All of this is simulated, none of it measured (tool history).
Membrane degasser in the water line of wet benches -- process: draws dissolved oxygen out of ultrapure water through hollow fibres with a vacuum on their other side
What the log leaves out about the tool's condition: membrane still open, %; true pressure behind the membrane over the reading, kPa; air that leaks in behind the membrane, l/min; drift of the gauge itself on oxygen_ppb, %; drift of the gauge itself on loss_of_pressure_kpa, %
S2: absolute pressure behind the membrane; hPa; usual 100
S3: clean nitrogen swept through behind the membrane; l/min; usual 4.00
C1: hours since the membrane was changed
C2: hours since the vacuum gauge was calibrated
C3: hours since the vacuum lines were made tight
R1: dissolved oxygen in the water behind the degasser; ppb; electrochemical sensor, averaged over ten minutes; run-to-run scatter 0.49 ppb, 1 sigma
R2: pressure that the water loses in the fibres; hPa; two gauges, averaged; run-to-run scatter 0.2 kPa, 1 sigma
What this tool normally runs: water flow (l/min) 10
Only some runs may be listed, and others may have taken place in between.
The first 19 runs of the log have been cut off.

At hour 2133.4: vacuum gauge calibrated, once more.
Run 20, hour 2154.6: usual settings but water flow (l/min) 15, S2 70 hPa, S3 9.71 l/min; C1 7435; C2 21; C3 6064. Result: R1 32.6 ppb, R2 711.9 hPa.
Run 21, hour 2234.3: usual settings but water flow (l/min) 15, S2 70 hPa, S3 9.71 l/min; C1 7515; C2 101; C3 6143. Result: R1 32.2 ppb, R2 708.8 hPa.
Run 22, hour 2360.7: usual settings but S2 117 hPa, S3 10.28 l/min; C1 7641; C2 227; C3 6270. Result: R1 25.9 ppb, R2 471.7 hPa.
Run 23, hour 2460.5: usual settings but water flow (l/min) 13, S2 136 hPa, S3 7.71 l/min; C1 7741; C2 327; C3 6370. Result: R1 55.9 ppb, R2 615.2 hPa.
Run 24, hour 2537.0: usual settings but water flow (l/min) 13, S2 136 hPa, S3 7.71 l/min; C1 7818; C2 404; C3 6446. Result: R1 55.1 ppb, R2 616.6 hPa.
Run 25, hour 2667.0: usual settings but water flow (l/min) 13, S2 136 hPa, S3 7.71 l/min; C1 7948; C2 534; C3 6576. Result: R1 55.4 ppb, R2 618.0 hPa.
Run 26, hour 2798.9: usual settings but water flow (l/min) 13, S2 136 hPa, S3 7.71 l/min; C1 8080; C2 665; C3 6708. Result: R1 56.0 ppb, R2 612.7 hPa.
Run 27, hour 2891.1: usual settings but water flow (l/min) 9, S2 78 hPa, S3 2.85 l/min; C1 8172; C2 758; C3 6800. Result: R1 40.6 ppb, R2 427.1 hPa.
Run 28, hour 3028.8: usual settings but water flow (l/min) 9, S2 78 hPa, S3 2.85 l/min; C1 8310; C2 895; C3 6938. Result: R1 39.9 ppb, R2 427.3 hPa.
Run 29, hour 3185.0: usual settings but water flow (l/min) 9, S2 78 hPa, S3 2.85 l/min; C1 8466; C2 1052; C3 7094. Result: R1 40.5 ppb, R2 426.8 hPa.
Run 30, hour 3275.2: usual settings but water flow (l/min) 11, S2 78 hPa, S3 2.85 l/min; C1 8556; C2 1142; C3 7184. Result: R1 51.7 ppb, R2 525.7 hPa.
Run 31, hour 3403.4: usual settings but water flow (l/min) 11, S2 78 hPa, S3 2.85 l/min; C1 8684; C2 1270; C3 7312. Result: R1 51.6 ppb, R2 522.1 hPa.

What if the next run were any one of these 3? Each begins from the tool's condition after run 31:
Run A, hour 3487.1: usual settings but water flow (l/min) 11, S2 77 hPa, S3 1.80 l/min; C1 8768; C2 1354; C3 7396. Result: R1 ?, R2 ?.
Run B, hour 3487.1: usual settings but water flow (l/min) 14, S2 78 hPa, S3 2.85 l/min; C1 8768; C2 1354; C3 7396. Result: R1 ?, R2 ?.
Run C, hour 3487.1: usual settings but water flow (l/min) 14, S2 159 hPa, S3 10.04 l/min; C1 8768; C2 1354; C3 7396. Result: R1 ?, R2 ?.

run    R1     R2
  A  75.8  522.4
  B  71.7  668.0
  C  60.1  664.1
Without the tool's hidden state the same runs would have given:
run    R1     R2
  A  72.1  505.0
  B  67.2  645.9
  C  56.1  642.1
